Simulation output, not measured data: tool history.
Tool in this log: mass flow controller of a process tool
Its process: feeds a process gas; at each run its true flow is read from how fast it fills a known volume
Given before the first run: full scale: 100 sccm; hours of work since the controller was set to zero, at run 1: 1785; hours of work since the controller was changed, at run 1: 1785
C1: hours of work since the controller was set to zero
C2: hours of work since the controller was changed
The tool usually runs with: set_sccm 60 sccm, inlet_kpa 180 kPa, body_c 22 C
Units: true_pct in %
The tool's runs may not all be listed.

{"run": 1, "hour": 0.0, "set_sccm": 60, "inlet_kpa": 180, "body_c": 22, "C1": 1785, "C2": 1785, "true_pct": 97.53}
{"run": 2, "hour": 91.5, "set_sccm": 60, "inlet_kpa": 180, "body_c": 22, "C1": 1831, "C2": 1831, "true_pct": 97.63}
{"run": 3, "hour": 188.5, "set_sccm": 60, "inlet_kpa": 180, "body_c": 22, "C1": 1880, "C2": 1880, "true_pct": 97.41}
{"run": 4, "hour": 291.5, "set_sccm": 60, "inlet_kpa": 180, "body_c": 22, "C1": 1932, "C2": 1932, "true_pct": 97.5}
{"run": 5, "hour": 348.2, "set_sccm": 60, "inlet_kpa": 180, "body_c": 22, "C1": 1960, "C2": 1960, "true_pct": 97.4}
{"run": 6, "hour": 403.8, "set_sccm": 60, "inlet_kpa": 155, "body_c": 22, "C1": 1988, "C2": 1988, "true_pct": 97.43}
{"run": 7, "hour": 487.2, "set_sccm": 47, "inlet_kpa": 155, "body_c": 22, "C1": 2030, "C2": 2030, "true_pct": 96.85}
{"run": 8, "hour": 556.2, "set_sccm": 47, "inlet_kpa": 155, "body_c": 22, "C1": 2065, "C2": 2065, "true_pct": 96.87}
{"run": 9, "hour": 648.0, "set_sccm": 47, "inlet_kpa": 155, "body_c": 22, "C1": 2111, "C2": 2111, "true_pct": 96.8}
{"run": 10, "hour": 706.3, "set_sccm": 60, "inlet_kpa": 180, "body_c": 22, "C1": 2140, "C2": 2140, "true_pct": 97.32}
{"run": 11, "hour": 798.4, "set_sccm": 60, "inlet_kpa": 180, "body_c": 22, "C1": 2186, "C2": 2186, "true_pct": 97.22}
{"run": 12, "hour": 846.7, "set_sccm": 60, "inlet_kpa": 180, "body_c": 22, "C1": 2210, "C2": 2210, "true_pct": 97.26}
{"run": 13, "hour": 928.6, "set_sccm": 60, "inlet_kpa": 180, "body_c": 22, "C1": 2252, "C2": 2252, "true_pct": 96.97}
{"run": 14, "hour": 994.0, "set_sccm": 60, "inlet_kpa": 193, "body_c": 25, "C1": 2284, "C2": 2284, "true_pct": 97.12}
{"run": 15, "hour": 1042.7, "set_sccm": 38, "inlet_kpa": 173, "body_c": 31, "C1": 2309, "C2": 2309, "true_pct": 95.82}
{"run": 16, "hour": 1086.6, "set_sccm": 38, "inlet_kpa": 173, "body_c": 21, "C1": 2331, "C2": 2331, "true_pct": 96.15}
{"hour": 1092.6, "done": "controller's zero set anew"}
{"run": 17, "hour": 1131.6, "set_sccm": 16, "inlet_kpa": 180, "body_c": 35, "C1": 20, "C2": 2353, "true_pct": 91.02}
{"run": 18, "hour": 1228.6, "set_sccm": 60, "inlet_kpa": 151, "body_c": 31, "C1": 68, "C2": 2402, "true_pct": 96.35}
{"run": 19, "hour": 1309.5, "set_sccm": 60, "inlet_kpa": 180, "body_c": 39, "C1": 109, "C2": 2443, "true_pct": 96.05}
{"run": 20, "hour": 1381.6, "set_sccm": 60, "inlet_kpa": 273, "body_c": 23, "C1": 145, "C2": 2479, "true_pct": 96.19}
{"hour": 1459.0, "done": "controller's zero set anew, once more"}
{"run": 21, "hour": 1459.0, "set_sccm": 16, "inlet_kpa": 273, "body_c": 23, "C1": 0, "C2": 2517, "true_pct": 96.25}
{"run": 22, "hour": 1506.7, "set_sccm": 81, "inlet_kpa": 197, "body_c": 22, "C1": 24, "C2": 2541, "true_pct": 98.4}
{"run": 23, "hour": 1578.2, "set_sccm": 81, "inlet_kpa": 197, "body_c": 29, "C1": 60, "C2": 2577, "true_pct": 98.12}
{"run": 24, "hour": 1668.8, "set_sccm": 81, "inlet_kpa": 197, "body_c": 29, "C1": 105, "C2": 2623, "true_pct": 98.08}
{"run": 25, "hour": 1744.5, "set_sccm": 34, "inlet_kpa": 197, "body_c": 39, "C1": 143, "C2": 2661, "true_pct": 96.45}
{"run": 26, "hour": 1808.0, "set_sccm": 34, "inlet_kpa": 197, "body_c": 39, "C1": 175, "C2": 2693, "true_pct": 96.37}

5 options for the next run, each taken on its own from the tool as it stands now. Forecast them:
{"run": "A", "hour": 1858.0, "set_sccm": 34, "inlet_kpa": 157, "body_c": 20, "C1": 200, "C2": 2718, "true_pct": "?"}
{"run": "B", "hour": 1858.0, "set_sccm": 13, "inlet_kpa": 180, "body_c": 22, "C1": 200, "C2": 2718, "true_pct": "?"}
{"run": "C", "hour": 1858.0, "set_sccm": 48, "inlet_kpa": 180, "body_c": 26, "C1": 200, "C2": 2718, "true_pct": "?"}
{"run": "D", "hour": 1858.0, "set_sccm": 19, "inlet_kpa": 212, "body_c": 21, "C1": 200, "C2": 2718, "true_pct": "?"}
{"run": "E", "hour": 1858.0, "set_sccm": 16, "inlet_kpa": 191, "body_c": 38, "C1": 200, "C2": 2718, "true_pct": "?"}

run=A true_pct=97.09
run=B true_pct=96.21
run=C true_pct=97.33
run=D true_pct=96.36
run=E true_pct=95.69
With the hidden condition removed and each run's random variation left untouched, the same runs would have given:
run=A true_pct=98.54
run=B true_pct=98.05
run=C true_pct=98.71
run=D true_pct=98.00
run=E true_pct=97.41
